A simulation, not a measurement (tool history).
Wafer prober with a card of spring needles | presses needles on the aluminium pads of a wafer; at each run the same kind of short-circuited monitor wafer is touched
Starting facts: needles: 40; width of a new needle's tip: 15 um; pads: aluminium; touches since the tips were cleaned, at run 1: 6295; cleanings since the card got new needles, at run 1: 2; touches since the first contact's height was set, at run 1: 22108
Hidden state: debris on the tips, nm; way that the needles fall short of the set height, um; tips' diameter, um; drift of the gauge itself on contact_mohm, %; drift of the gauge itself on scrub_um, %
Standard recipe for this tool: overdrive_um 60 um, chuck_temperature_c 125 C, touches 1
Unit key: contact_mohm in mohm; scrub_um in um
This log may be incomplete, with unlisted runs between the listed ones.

run	hour	overdrive_um	chuck_temperature_c	touches	touches since the tips were cleaned	cleanings since the card got new needles	touches since the first contact's height was set	contact_mohm	scrub_um
1	0.0	60	125	1	6295	2	22108	295	12.25
# hour 6.0: tips cleaned on abrasive film
2	10.9	60	125	1	1348	3	25087	295	12.29
3	23.6	48	125	1	4831	3	28570	296	9.82
4	32.6	45	125	1	7293	3	31032	295	9.21
# hour 34.7: tips cleaned on abrasive film
5	46.8	60	94	1	3305	4	34901	284	12.31
6	58.6	60	94	1	6553	4	38149	286	12.30
# hour 63.0: tips cleaned on abrasive film
7	66.6	60	125	1	973	5	40315	296	12.29
8	77.8	60	125	1	4056	5	43398	291	12.28
9	87.7	60	125	1	6774	5	46116	291	12.30
# hour 92.1: tips cleaned on abrasive film
10	101.8	60	33	1	2675	6	49972	267	12.34
11	112.5	60	33	3	5604	6	52901	265	12.34
# hour 121.1: tips cleaned on abrasive film
12	123.9	79	33	3	785	7	56019	264	16.28
13	134.3	76	125	1	3627	7	58861	288	15.63
14	141.5	76	125	1	5613	7	60847	291	15.68
15	148.5	76	125	1	7553	7	62787	291	15.67
# hour 149.4: tips cleaned on abrasive film
16	158.6	60	125	1	2523	8	65521	295	12.40
17	174.1	60	125	1	6772	8	69770	295	12.41
# hour 177.9: tips cleaned on abrasive film
18	188.0	79	36	1	2777	9	73570	266	16.30
19	202.9	79	36	1	6874	9	77667	263	16.34
# hour 206.8: tips cleaned on abrasive film
20	217.1	79	36	1	2853	10	81551	264	16.33
21	228.5	79	36	1	5964	10	84662	267	16.36
# hour 235.7: tips cleaned on abrasive film
22	242.8	64	72	1	1949	11	88562	277	13.29
23	258.3	60	125	1	6224	11	92837	295	12.47
# hour 264.3: tips cleaned on abrasive film
24	272.9	60	125	1	2370	12	96817	291	12.48
25	284.7	60	125	1	5607	12	100054	295	12.50
# hour 293.0: tips cleaned on abrasive film
26	300.1	60	125	1	1965	13	104266	294	12.47
27	310.6	62	125	3	4847	13	107148	295	12.92
28	320.9	47	72	1	7680	13	109981	281	9.81
# hour 322.3: tips cleaned on abrasive film
29	335.3	62	72	3	3571	14	113918	277	12.98
30	344.2	52	55	2	6007	14	116354	272	10.84
# hour 350.9: tips cleaned on abrasive film
31	355.6	60	26	1	1313	15	119472	266	12.54
32	362.9	68	34	3	3315	15	121474	268	14.19
33	374.9	68	43	3	6615	15	124774	267	14.23
# hour 379.4: tips cleaned on abrasive film
34	381.8	80	87	2	656	16	126629	281	16.73

Consider 5 possible next runs. They are alternatives, not a sequence: every one starts from the tool as it was left by run 34. What does each give?
A	397.4	64	58	3	4948	16	130921	?	?
B	397.4	80	32	3	4948	16	130921	?	?
C	397.4	50	53	3	4948	16	130921	?	?
D	397.4	60	122	1	4948	16	130921	?	?
E	397.4	46	63	1	4948	16	130921	?	?

run	contact_mohm	scrub_um
A	271	13.39
B	265	16.75
C	273	10.46
D	294	12.53
E	278	9.64
Stripped of hidden state, with their random variation kept, the same runs would have yielded:
run	contact_mohm	scrub_um
A	271	13.05
B	265	16.33
C	273	10.20
D	294	12.23
E	278	9.40
